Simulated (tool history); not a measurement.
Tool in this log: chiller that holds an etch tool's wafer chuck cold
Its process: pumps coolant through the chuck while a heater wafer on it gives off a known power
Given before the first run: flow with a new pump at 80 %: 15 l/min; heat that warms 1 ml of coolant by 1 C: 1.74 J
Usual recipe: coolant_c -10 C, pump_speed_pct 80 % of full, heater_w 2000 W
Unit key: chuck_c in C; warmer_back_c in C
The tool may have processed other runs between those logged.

Run 1, hour 0: usual settings. Result: chuck_c 6.8 C, warmer_back_c 4.98 C.
Run 2, hour 146.5: usual settings but heater_w 1298 W. Result: chuck_c 0.8 C, warmer_back_c 3.19 C.
Run 3, hour 267.8: usual settings but heater_w 1298 W. Result: chuck_c 0.8 C, warmer_back_c 3.24 C.
Run 4, hour 421: usual settings but coolant_c -5 C. Result: chuck_c 11.9 C, warmer_back_c 4.99 C.
Run 5, hour 548.6: usual settings but coolant_c -5 C. Result: chuck_c 11.9 C, warmer_back_c 5.01 C.
Run 6, hour 647.1: usual settings but pump_speed_pct 62 % of full. Result: chuck_c 12 C, warmer_back_c 6.73 C.
Run 7, hour 783.2: usual settings but coolant_c -15 C. Result: chuck_c 2.1 C, warmer_back_c 5.01 C.
Run 8, hour 909: usual settings but coolant_c -15 C. Result: chuck_c 2.1 C, warmer_back_c 5.02 C.
Run 9, hour 1016.7: usual settings. Result: chuck_c 7.2 C, warmer_back_c 5.1 C.
Run 10, hour 1146.7: usual settings but heater_w 2135 W. Result: chuck_c 8.8 C, warmer_back_c 5.4 C.
Run 11, hour 1217.1: usual settings but heater_w 2221 W. Result: chuck_c 9.5 C, warmer_back_c 5.7 C.
Run 12, hour 1325.5: usual settings but pump_speed_pct 95 % of full. Result: chuck_c 5.1 C, warmer_back_c 4.17 C.
Run 13, hour 1480.6: usual settings but pump_speed_pct 95 % of full. Result: chuck_c 5.2 C, warmer_back_c 4.17 C.
Run 14, hour 1624.2: usual settings but pump_speed_pct 95 % of full. Result: chuck_c 5.1 C, warmer_back_c 4.16 C.
Run 15, hour 1739.5: usual settings. Result: chuck_c 7.8 C, warmer_back_c 5.12 C.
Run 16, hour 1894.7: usual settings but coolant_c -14 C. Result: chuck_c 4 C, warmer_back_c 5.08 C.
Run 17, hour 1995: usual settings but coolant_c -4 C, heater_w 2085 W. Result: chuck_c 14.8 C, warmer_back_c 5.4 C.
Run 18, hour 2110.7: usual settings but coolant_c -11 C, heater_w 1208 W. Result: chuck_c -0.1 C, warmer_back_c 3.05 C.
Run 19, hour 2192.8: usual settings but pump_speed_pct 88 % of full, heater_w 1581 W. Result: chuck_c 3.1 C, warmer_back_c 3.64 C.
Run 20, hour 2288.1: usual settings but coolant_c -15 C, pump_speed_pct 62 % of full, heater_w 1146 W. Result: chuck_c -1.7 C, warmer_back_c 3.9 C.
Run 21, hour 2413.6: usual settings but coolant_c -14 C, pump_speed_pct 97 % of full, heater_w 1624 W. Result: chuck_c -1.6 C, warmer_back_c 3.34 C.
Run 22, hour 2530.9: usual settings but coolant_c -2 C, pump_speed_pct 97 % of full, heater_w 1688 W. Result: chuck_c 11.1 C, warmer_back_c 3.51 C.
Run 23, hour 2596.4: usual settings but coolant_c -2 C, pump_speed_pct 97 % of full, heater_w 1688 W. Result: chuck_c 10.8 C, warmer_back_c 3.5 C.
Run 24, hour 2730: usual settings but pump_speed_pct 87 % of full, heater_w 1468 W. Result: chuck_c 2.6 C, warmer_back_c 3.45 C.
Run 25, hour 2839.6: usual settings but coolant_c -1 C, heater_w 1344 W. Result: chuck_c 11.4 C, warmer_back_c 3.54 C.
Run 26, hour 2934.4: usual settings but heater_w 1704 W. Result: chuck_c 5.6 C, warmer_back_c 4.41 C.
Run 27, hour 3054.8: usual settings but pump_speed_pct 96 % of full, heater_w 2212 W. Result: chuck_c 7.2 C, warmer_back_c 4.67 C.
Run 28, hour 3172.6: usual settings but coolant_c -5 C, heater_w 1145 W. Result: chuck_c 5.6 C, warmer_back_c 2.92 C.
Run 29, hour 3257.3: usual settings but coolant_c -9 C, pump_speed_pct 94 % of full, heater_w 1015 W. Result: chuck_c -1 C, warmer_back_c 2.21 C.
Run 30, hour 3406.6: usual settings but coolant_c -4 C, pump_speed_pct 95 % of full, heater_w 2080 W. Result: chuck_c 12.5 C, warmer_back_c 4.49 C.
Run 31, hour 3538.8: usual settings but coolant_c -2 C, pump_speed_pct 65 % of full, heater_w 2601 W. Result: chuck_c 27.8 C, warmer_back_c 8.57 C.

Not shown here: 1 entry made in the log between runs. Locate each between two listed runs and compare the hidden state at the listed run before it with the hidden state at the listed run after it:
Run 9 -> run 10: chiller's thermometer calibrated (hour 1078.3)
  heat passed by the chuck's channels, % of clean ones': 87.7 -> 87.5; flow at a given pump speed, % of a new pump's: 91.1 -> 90.9; coolant's true temperature over the reading, C: -0.46 -> -0.05
  measured minus no-state result, chuck_c: +2.6 -> +3.2 C; warmer_back_c: +0.45 -> +0.49 C

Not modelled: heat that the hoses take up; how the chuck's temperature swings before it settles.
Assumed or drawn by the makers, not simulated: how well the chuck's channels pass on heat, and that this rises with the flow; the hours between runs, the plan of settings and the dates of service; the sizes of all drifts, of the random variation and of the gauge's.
